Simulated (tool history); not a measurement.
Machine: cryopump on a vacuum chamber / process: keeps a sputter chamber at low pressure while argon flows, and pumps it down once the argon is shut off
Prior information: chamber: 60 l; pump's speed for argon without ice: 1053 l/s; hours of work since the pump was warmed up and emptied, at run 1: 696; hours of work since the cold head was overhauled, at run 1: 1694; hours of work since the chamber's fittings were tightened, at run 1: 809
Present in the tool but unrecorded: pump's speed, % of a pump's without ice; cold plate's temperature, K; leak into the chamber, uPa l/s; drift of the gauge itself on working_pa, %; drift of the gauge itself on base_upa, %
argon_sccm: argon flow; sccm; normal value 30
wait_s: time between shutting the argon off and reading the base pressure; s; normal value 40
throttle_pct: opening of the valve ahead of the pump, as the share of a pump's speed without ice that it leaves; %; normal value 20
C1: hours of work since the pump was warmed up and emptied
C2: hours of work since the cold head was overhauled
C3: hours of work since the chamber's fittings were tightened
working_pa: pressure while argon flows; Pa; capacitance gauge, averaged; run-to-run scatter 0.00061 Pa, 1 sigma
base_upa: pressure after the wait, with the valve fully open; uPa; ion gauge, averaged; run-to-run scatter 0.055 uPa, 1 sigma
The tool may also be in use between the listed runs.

{"run": 1, "hour": 0.0, "argon_sccm": 30, "wait_s": 40, "throttle_pct": 20, "C1": 696, "C2": 1694, "C3": 809, "working_pa": 0.2459, "base_upa": 3.75}
{"run": 2, "hour": 54.9, "argon_sccm": 30, "wait_s": 40, "throttle_pct": 20, "C1": 731, "C2": 1730, "C3": 844, "working_pa": 0.2473, "base_upa": 3.86}
{"run": 3, "hour": 94.7, "argon_sccm": 30, "wait_s": 40, "throttle_pct": 15, "C1": 757, "C2": 1755, "C3": 870, "working_pa": 0.3257, "base_upa": 3.86}
{"run": 4, "hour": 161.6, "argon_sccm": 33, "wait_s": 40, "throttle_pct": 20, "C1": 800, "C2": 1798, "C3": 913, "working_pa": 0.2718, "base_upa": 3.84}
{"run": 5, "hour": 203.6, "argon_sccm": 33, "wait_s": 40, "throttle_pct": 20, "C1": 826, "C2": 1825, "C3": 940, "working_pa": 0.2728, "base_upa": 3.9}
{"run": 6, "hour": 263.5, "argon_sccm": 20, "wait_s": 40, "throttle_pct": 20, "C1": 865, "C2": 1863, "C3": 978, "working_pa": 0.1645, "base_upa": 3.89}
{"run": 7, "hour": 315.5, "argon_sccm": 30, "wait_s": 40, "throttle_pct": 59, "C1": 898, "C2": 1897, "C3": 1011, "working_pa": 0.0882, "base_upa": 3.84}
{"run": 8, "hour": 358.3, "argon_sccm": 30, "wait_s": 40, "throttle_pct": 59, "C1": 926, "C2": 1924, "C3": 1039, "working_pa": 0.0893, "base_upa": 3.8}
{"run": 9, "hour": 413.6, "argon_sccm": 30, "wait_s": 40, "throttle_pct": 20, "C1": 961, "C2": 1960, "C3": 1074, "working_pa": 0.2481, "base_upa": 3.87}
{"hour": 449.5, "done": "pump warmed up, emptied and cooled again"}
{"run": 10, "hour": 460.7, "argon_sccm": 30, "wait_s": 30, "throttle_pct": 20, "C1": 7, "C2": 1987, "C3": 1101, "working_pa": 0.2418, "base_upa": 4.96}
{"run": 11, "hour": 515.4, "argon_sccm": 30, "wait_s": 30, "throttle_pct": 20, "C1": 42, "C2": 2022, "C3": 1136, "working_pa": 0.2433, "base_upa": 4.88}
{"run": 12, "hour": 564.0, "argon_sccm": 30, "wait_s": 30, "throttle_pct": 48, "C1": 73, "C2": 2053, "C3": 1168, "working_pa": 0.1028, "base_upa": 5.08}
{"run": 13, "hour": 610.8, "argon_sccm": 30, "wait_s": 30, "throttle_pct": 48, "C1": 103, "C2": 2083, "C3": 1198, "working_pa": 0.1028, "base_upa": 5.0}
{"run": 14, "hour": 662.3, "argon_sccm": 30, "wait_s": 40, "throttle_pct": 20, "C1": 136, "C2": 2116, "C3": 1231, "working_pa": 0.2433, "base_upa": 4.04}
{"run": 15, "hour": 729.1, "argon_sccm": 30, "wait_s": 40, "throttle_pct": 20, "C1": 179, "C2": 2159, "C3": 1273, "working_pa": 0.2432, "base_upa": 3.97}
{"run": 16, "hour": 775.5, "argon_sccm": 30, "wait_s": 40, "throttle_pct": 20, "C1": 209, "C2": 2189, "C3": 1303, "working_pa": 0.2443, "base_upa": 3.95}
{"run": 17, "hour": 829.7, "argon_sccm": 30, "wait_s": 40, "throttle_pct": 20, "C1": 244, "C2": 2223, "C3": 1338, "working_pa": 0.2443, "base_upa": 4.03}
{"run": 18, "hour": 872.4, "argon_sccm": 25, "wait_s": 40, "throttle_pct": 20, "C1": 271, "C2": 2251, "C3": 1365, "working_pa": 0.2035, "base_upa": 4.06}
{"run": 19, "hour": 915.7, "argon_sccm": 39, "wait_s": 264, "throttle_pct": 47, "C1": 299, "C2": 2279, "C3": 1393, "working_pa": 0.1382, "base_upa": 1.33}
{"run": 20, "hour": 980.9, "argon_sccm": 37, "wait_s": 40, "throttle_pct": 43, "C1": 341, "C2": 2320, "C3": 1435, "working_pa": 0.1426, "base_upa": 3.92}
{"run": 21, "hour": 1025.7, "argon_sccm": 55, "wait_s": 201, "throttle_pct": 27, "C1": 369, "C2": 2349, "C3": 1464, "working_pa": 0.3358, "base_upa": 1.54}
{"run": 22, "hour": 1094.3, "argon_sccm": 36, "wait_s": 187, "throttle_pct": 59, "C1": 413, "C2": 2393, "C3": 1508, "working_pa": 0.1034, "base_upa": 1.59}
{"run": 23, "hour": 1162.0, "argon_sccm": 53, "wait_s": 106, "throttle_pct": 40, "C1": 457, "C2": 2437, "C3": 1551, "working_pa": 0.2207, "base_upa": 2.09}
{"run": 24, "hour": 1220.5, "argon_sccm": 40, "wait_s": 106, "throttle_pct": 40, "C1": 494, "C2": 2474, "C3": 1589, "working_pa": 0.1679, "base_upa": 2.13}
{"run": 25, "hour": 1258.6, "argon_sccm": 17, "wait_s": 40, "throttle_pct": 31, "C1": 519, "C2": 2498, "C3": 1613, "working_pa": 0.0914, "base_upa": 4.05}
{"run": 26, "hour": 1312.7, "argon_sccm": 17, "wait_s": 129, "throttle_pct": 31, "C1": 554, "C2": 2533, "C3": 1648, "working_pa": 0.0919, "base_upa": 1.96}
{"run": 27, "hour": 1350.4, "argon_sccm": 13, "wait_s": 35, "throttle_pct": 17, "C1": 578, "C2": 2557, "C3": 1672, "working_pa": 0.1257, "base_upa": 4.5}
{"run": 28, "hour": 1415.0, "argon_sccm": 13, "wait_s": 102, "throttle_pct": 17, "C1": 619, "C2": 2599, "C3": 1713, "working_pa": 0.1255, "base_upa": 2.19}
{"run": 29, "hour": 1483.1, "argon_sccm": 24, "wait_s": 278, "throttle_pct": 41, "C1": 663, "C2": 2642, "C3": 1757, "working_pa": 0.0992, "base_upa": 1.56}
{"run": 30, "hour": 1547.5, "argon_sccm": 20, "wait_s": 32, "throttle_pct": 24, "C1": 704, "C2": 2684, "C3": 1798, "working_pa": 0.1382, "base_upa": 4.87}
{"run": 31, "hour": 1601.3, "argon_sccm": 37, "wait_s": 68, "throttle_pct": 41, "C1": 739, "C2": 2718, "C3": 1833, "working_pa": 0.1534, "base_upa": 2.9}
{"run": 32, "hour": 1649.6, "argon_sccm": 37, "wait_s": 68, "throttle_pct": 41, "C1": 770, "C2": 2749, "C3": 1864, "working_pa": 0.1535, "base_upa": 2.95}
{"run": 33, "hour": 1714.8, "argon_sccm": 30, "wait_s": 23, "throttle_pct": 20, "C1": 811, "C2": 2791, "C3": 1906, "working_pa": 0.248, "base_upa": 6.64}
{"run": 34, "hour": 1768.5, "argon_sccm": 30, "wait_s": 81, "throttle_pct": 50, "C1": 846, "C2": 2825, "C3": 1940, "working_pa": 0.1042, "base_upa": 2.72}

Consider 4 possible next runs. They are alternatives, not a sequence: every one starts from the tool as it was left by run 34. What does each give?
{"run": "A", "hour": 1815.0, "argon_sccm": 18, "wait_s": 139, "throttle_pct": 20, "C1": 876, "C2": 2855, "C3": 1970, "working_pa": "?", "base_upa": "?"}
{"run": "B", "hour": 1815.0, "argon_sccm": 51, "wait_s": 40, "throttle_pct": 19, "C1": 876, "C2": 2855, "C3": 1970, "working_pa": "?", "base_upa": "?"}
{"run": "C", "hour": 1815.0, "argon_sccm": 30, "wait_s": 40, "throttle_pct": 29, "C1": 876, "C2": 2855, "C3": 1970, "working_pa": "?", "base_upa": "?"}
{"run": "D", "hour": 1815.0, "argon_sccm": 30, "wait_s": 40, "throttle_pct": 47, "C1": 876, "C2": 2855, "C3": 1970, "working_pa": "?", "base_upa": "?"}

run=A working_pa=0.1489 base_upa=2.05
run=B working_pa=0.4437 base_upa=4.23
run=C working_pa=0.1738 base_upa=4.21
run=D working_pa=0.1103 base_upa=4.33
Without the tool's hidden state the same runs would have given:
run=A working_pa=0.1441 base_upa=1.17
run=B working_pa=0.4301 base_upa=3.35
run=C working_pa=0.1658 base_upa=3.34
run=D working_pa=0.1023 base_upa=3.43

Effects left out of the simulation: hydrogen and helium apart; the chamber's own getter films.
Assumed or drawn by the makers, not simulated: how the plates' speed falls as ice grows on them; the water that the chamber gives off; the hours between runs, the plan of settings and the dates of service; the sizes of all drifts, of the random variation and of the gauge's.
